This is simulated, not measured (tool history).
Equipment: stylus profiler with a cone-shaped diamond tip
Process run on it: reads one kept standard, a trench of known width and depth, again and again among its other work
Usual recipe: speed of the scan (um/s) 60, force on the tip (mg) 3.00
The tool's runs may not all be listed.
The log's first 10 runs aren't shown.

| run | day | speed of the scan (um/s) | force on the tip (mg) | depth of the trench (nm) | width of the trench's floor (µm) |
|---|---|---|---|---|---|
| 11 | 6.871 | 34 | 3.00 | 504.89 | 45.51 |
| 12 | 7.850 | 34 | 3.00 | 505.12 | 45.53 |
| 13 | 8.562 | 34 | 3.00 | 504.94 | 45.54 |
| 14 | 9.538 | 60 | 3.00 | 504.84 | 45.43 |
| 15 | 9.962 | 136 | 3.00 | 505.03 | 45.23 |
| 16 | 10.529 | 60 | 3.61 | 505.69 | 45.53 |
| 17 | 11.521 | 60 | 3.61 | 505.54 | 45.47 |
| 18 | 12.017 | 55 | 3.00 | 504.90 | 45.49 |
| 19 | 12.658 | 60 | 3.00 | 505.33 | 45.50 |
| 20 | 13.475 | 60 | 3.00 | 504.98 | 45.48 |
| 21 | 14.092 | 60 | 3.00 | 505.04 | 45.50 |
| 22 | 14.850 | 60 | 4.32 | 506.36 | 45.51 |
| 23 | 15.588 | 148 | 4.62 | 506.69 | 45.23 |
| 24 | 16.204 | 135 | 4.84 | 506.89 | 45.29 |
| 25 | 17.204 | 60 | 5.76 | 507.83 | 45.44 |
| 26 | 17.800 | 95 | 1.44 | 503.29 | 45.27 |
| 27 | 18.521 | 212 | 1.77 | 503.63 | 44.79 |
| 28 | 19.075 | 212 | 1.77 | 503.30 | 44.77 |
| 29 | 20.029 | 212 | 1.77 | 503.54 | 44.82 |
| 30 | 20.471 | 212 | 1.77 | 503.68 | 44.77 |
| 31 | 21.133 | 212 | 1.77 | 503.58 | 44.81 |

Run 32, settings as shown, results not yet in. Your forecast:
| 32 | 21.929 | 212 | 1.77 | ? | ? |

{"run 32": {"depth of the trench (nm)": 503.4, "width of the trench's floor (µm)": 44.82}}
Without the tool's hidden state the same run would have given depth of the trench (nm) 503.40, width of the trench's floor (µm) 44.82.

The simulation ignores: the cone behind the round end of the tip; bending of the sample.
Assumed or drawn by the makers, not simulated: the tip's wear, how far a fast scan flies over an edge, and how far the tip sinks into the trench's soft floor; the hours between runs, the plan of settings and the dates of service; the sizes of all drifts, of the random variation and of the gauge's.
